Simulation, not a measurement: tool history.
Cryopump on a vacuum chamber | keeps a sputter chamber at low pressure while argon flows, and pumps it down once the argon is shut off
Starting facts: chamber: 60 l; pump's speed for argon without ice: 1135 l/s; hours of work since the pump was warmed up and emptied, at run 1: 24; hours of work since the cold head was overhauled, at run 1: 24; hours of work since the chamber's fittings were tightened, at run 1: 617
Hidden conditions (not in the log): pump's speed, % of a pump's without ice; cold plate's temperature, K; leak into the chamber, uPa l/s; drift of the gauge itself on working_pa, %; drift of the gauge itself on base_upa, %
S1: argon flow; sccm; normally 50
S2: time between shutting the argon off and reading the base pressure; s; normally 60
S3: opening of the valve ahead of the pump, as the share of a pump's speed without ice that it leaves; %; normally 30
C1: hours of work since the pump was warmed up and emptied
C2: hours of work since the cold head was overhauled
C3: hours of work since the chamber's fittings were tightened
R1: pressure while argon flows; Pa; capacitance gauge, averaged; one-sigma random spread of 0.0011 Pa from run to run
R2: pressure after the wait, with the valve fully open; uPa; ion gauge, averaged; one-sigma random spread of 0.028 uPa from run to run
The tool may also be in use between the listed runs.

run 1 hour=0 | S1=50 S2=60 S3=30 | C1=24 C2=24 C3=617 | R1=0.2512 R2=1.66
run 2 hour=21.3 | S1=50 S2=60 S3=30 | C1=33 C2=33 C3=626 | R1=0.2456 R2=1.61
run 3 hour=39.5 | S1=50 S2=60 S3=30 | C1=40 C2=40 C3=634 | R1=0.2497 R2=1.64
run 4 hour=53.4 | S1=50 S2=60 S3=30 | C1=46 C2=46 C3=640 | R1=0.2498 R2=1.65
run 5 hour=71.4 | S1=50 S2=60 S3=30 | C1=54 C2=54 C3=648 | R1=0.2474 R2=1.71
run 6 hour=81.4 | S1=50 S2=60 S3=30 | C1=58 C2=58 C3=652 | R1=0.2501 R2=1.66
run 7 hour=92.4 | S1=50 S2=60 S3=30 | C1=63 C2=63 C3=657 | R1=0.2483 R2=1.62
run 8 hour=103.9 | S1=39 S2=60 S3=30 | C1=68 C2=68 C3=662 | R1=0.1937 R2=1.63
run 9 hour=115.3 | S1=39 S2=30 S3=30 | C1=73 C2=73 C3=666 | R1=0.1935 R2=2.68
run 10 hour=136.6 | S1=50 S2=60 S3=30 | C1=82 C2=82 C3=676 | R1=0.2511 R2=1.64
run 11 hour=151.8 | S1=50 S2=60 S3=30 | C1=88 C2=88 C3=682 | R1=0.2498 R2=1.64
run 12 hour=173.9 | S1=50 S2=60 S3=30 | C1=98 C2=98 C3=691 | R1=0.2491 R2=1.71
run 13 hour=191.5 | S1=50 S2=60 S3=30 | C1=105 C2=105 C3=699 | R1=0.2503 R2=1.72
run 14 hour=206.4 | S1=50 S2=60 S3=30 | C1=112 C2=112 C3=705 | R1=0.2506 R2=1.67
run 15 hour=222.6 | S1=50 S2=60 S3=30 | C1=119 C2=119 C3=712 | R1=0.2509 R2=1.69
run 16 hour=233.1 | S1=50 S2=60 S3=30 | C1=123 C2=123 C3=717 | R1=0.2514 R2=1.71
run 17 hour=242.6 | S1=59 S2=60 S3=30 | C1=127 C2=127 C3=721 | R1=0.2948 R2=1.72
run 18 hour=257.5 | S1=50 S2=98 S3=50 | C1=134 C2=134 C3=727 | R1=0.1511 R2=1.33
run 19 hour=271.4 | S1=96 S2=98 S3=50 | C1=139 C2=139 C3=733 | R1=0.2888 R2=1.3
run 20 hour=287.6 | S1=27 S2=106 S3=33 | C1=146 C2=146 C3=740 | R1=0.124 R2=1.27
run 21 hour=298.7 | S1=78 S2=24 S3=23 | C1=151 C2=151 C3=745 | R1=0.5078 R2=3.32
run 22 hour=319.6 | S1=23 S2=59 S3=39 | C1=160 C2=160 C3=754 | R1=0.0894 R2=1.76
run 23 hour=339.4 | S1=23 S2=59 S3=39 | C1=169 C2=169 C3=762 | R1=0.0895 R2=1.71
run 24 hour=349 | S1=51 S2=60 S3=30 | C1=173 C2=173 C3=766 | R1=0.2582 R2=1.71
run 25 hour=365 | S1=56 S2=117 S3=30 | C1=179 C2=179 C3=773 | R1=0.2795 R2=1.21
run 26 hour=376.6 | S1=40 S2=211 S3=30 | C1=184 C2=184 C3=778 | R1=0.2009 R2=1
run 27 hour=390.8 | S1=64 S2=296 S3=58 | C1=190 C2=190 C3=784 | R1=0.1686 R2=0.89
run 28 hour=407.5 | S1=67 S2=28 S3=31 | C1=198 C2=198 C3=791 | R1=0.3269 R2=2.98
run 29 hour=429.1 | S1=67 S2=28 S3=31 | C1=207 C2=207 C3=801 | R1=0.3287 R2=2.96
run 30 hour=451.3 | S1=21 S2=141 S3=33 | C1=216 C2=216 C3=810 | R1=0.096 R2=1.13
run 31 hour=466.7 | S1=21 S2=141 S3=33 | C1=223 C2=223 C3=817 | R1=0.0968 R2=1.13
run 32 hour=486 | S1=50 S2=50 S3=30 | C1=231 C2=231 C3=825 | R1=0.2552 R2=1.93
run 33 hour=507.3 | S1=70 S2=50 S3=30 | C1=240 C2=240 C3=834 | R1=0.3517 R2=2
run 34 hour=526.9 | S1=31 S2=36 S3=17 | C1=249 C2=249 C3=842 | R1=0.2722 R2=2.43

Forecast each of these 4 alternatives for the next run:
run A hour=537.9 | S1=50 S2=60 S3=52 | C1=253 C2=253 C3=847 | R1=? R2=?
run B hour=537.9 | S1=100 S2=241 S3=42 | C1=253 C2=253 C3=847 | R1=? R2=?
run C hour=537.9 | S1=31 S2=68 S3=28 | C1=253 C2=253 C3=847 | R1=? R2=?
run D hour=537.9 | S1=27 S2=36 S3=17 | C1=253 C2=253 C3=847 | R1=? R2=?

run=A R1=0.1473 R2=1.73
run=B R1=0.3622 R2=0.97
run=C R1=0.1676 R2=1.62
run=D R1=0.2381 R2=2.55
The same runs, with their run-to-run variation unchanged, on a tool lacking any hidden condition would have given:
run=A R1=0.1429 R2=1.27
run=B R1=0.3534 R2=0.51
run=C R1=0.1648 R2=1.15
run=D R1=0.2357 R2=2.08
